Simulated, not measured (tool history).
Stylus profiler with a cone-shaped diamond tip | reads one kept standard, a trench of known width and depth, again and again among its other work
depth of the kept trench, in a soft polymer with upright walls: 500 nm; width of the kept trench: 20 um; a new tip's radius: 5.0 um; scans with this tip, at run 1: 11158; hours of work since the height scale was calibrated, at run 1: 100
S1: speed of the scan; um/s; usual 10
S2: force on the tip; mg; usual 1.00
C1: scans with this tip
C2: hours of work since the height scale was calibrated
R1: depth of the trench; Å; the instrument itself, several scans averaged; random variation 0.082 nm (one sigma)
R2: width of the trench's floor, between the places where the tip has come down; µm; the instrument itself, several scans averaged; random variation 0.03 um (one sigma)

| run | hour | S1 | S2 | C1 | C2 | R1 | R2 |
|---|---|---|---|---|---|---|---|
| 1 | 0.0 | 10 | 1.00 | 11158 | 100 | 5035.2 | 15.54 |
| 2 | 40.3 | 10 | 1.00 | 11342 | 123 | 5035.3 | 15.50 |
| 3 | 95.8 | 10 | 1.27 | 11595 | 155 | 5043.0 | 15.58 |
| 4 | 155.9 | 10 | 0.73 | 11870 | 189 | 5029.6 | 15.54 |
| 5 | 188.9 | 10 | 0.73 | 12021 | 208 | 5029.7 | 15.43 |
| 6 | 258.3 | 10 | 0.73 | 12338 | 247 | 5029.4 | 15.49 |
| 7 | 317.7 | 10 | 0.73 | 12610 | 281 | 5029.4 | 15.49 |
| 8 | 371.6 | 10 | 0.73 | 12856 | 312 | 5029.1 | 15.53 |
| 9 | 436.4 | 10 | 0.73 | 13152 | 349 | 5028.3 | 15.47 |
| 10 | 473.5 | 10 | 0.50 | 13322 | 370 | 5023.5 | 15.54 |
| 11 | 527.2 | 7 | 1.00 | 13567 | 401 | 5036.2 | 15.59 |
| 12 | 603.0 | 4 | 1.11 | 13913 | 444 | 5039.4 | 15.50 |
| 13 | 653.0 | 4 | 1.11 | 14142 | 473 | 5038.0 | 15.58 |
| 14 | 700.9 | 31 | 1.11 | 14361 | 500 | 5038.7 | 15.30 |
| 15 | 757.9 | 10 | 0.48 | 14621 | 533 | 5021.8 | 15.52 |
| 16 | 829.4 | 10 | 0.48 | 14948 | 573 | 5023.1 | 15.49 |
| 17 | 883.5 | 38 | 0.57 | 15195 | 604 | 5023.9 | 15.12 |
| 18 | 922.6 | 23 | 1.57 | 15374 | 627 | 5048.4 | 15.45 |
| 19 | 970.1 | 8 | 0.48 | 15591 | 654 | 5022.6 | 15.51 |
| 20 | 1035.5 | 28 | 1.59 | 15890 | 691 | 5050.3 | 15.45 |
| 21 | 1072.6 | 25 | 1.59 | 16059 | 712 | 5048.5 | 15.35 |
| 22 | 1123.9 | 25 | 1.59 | 16294 | 741 | 5049.6 | 15.42 |

5 ways to go on from here, each from the tool as it stands after run 22. What would each give?
| A | 1157.8 | 35 | 1.00 | 16449 | 761 | ? | ? |
| B | 1157.8 | 3 | 0.47 | 16449 | 761 | ? | ? |
| C | 1157.8 | 2 | 1.00 | 16449 | 761 | ? | ? |
| D | 1157.8 | 14 | 1.00 | 16449 | 761 | ? | ? |
| E | 1157.8 | 10 | 1.82 | 16449 | 761 | ? | ? |

| run | R1 | R2 |
|---|---|---|
| A | 5036.6 | 15.26 |
| B | 5022.3 | 15.59 |
| C | 5037.5 | 15.58 |
| D | 5037.1 | 15.48 |
| E | 5053.7 | 15.54 |
Without the tool's hidden state the same runs would have given:
| run | R1 | R2 |
|---|---|---|
| A | 5036.6 | 15.28 |
| B | 5022.2 | 15.61 |
| C | 5037.5 | 15.59 |
| D | 5037.1 | 15.50 |
| E | 5053.7 | 15.56 |
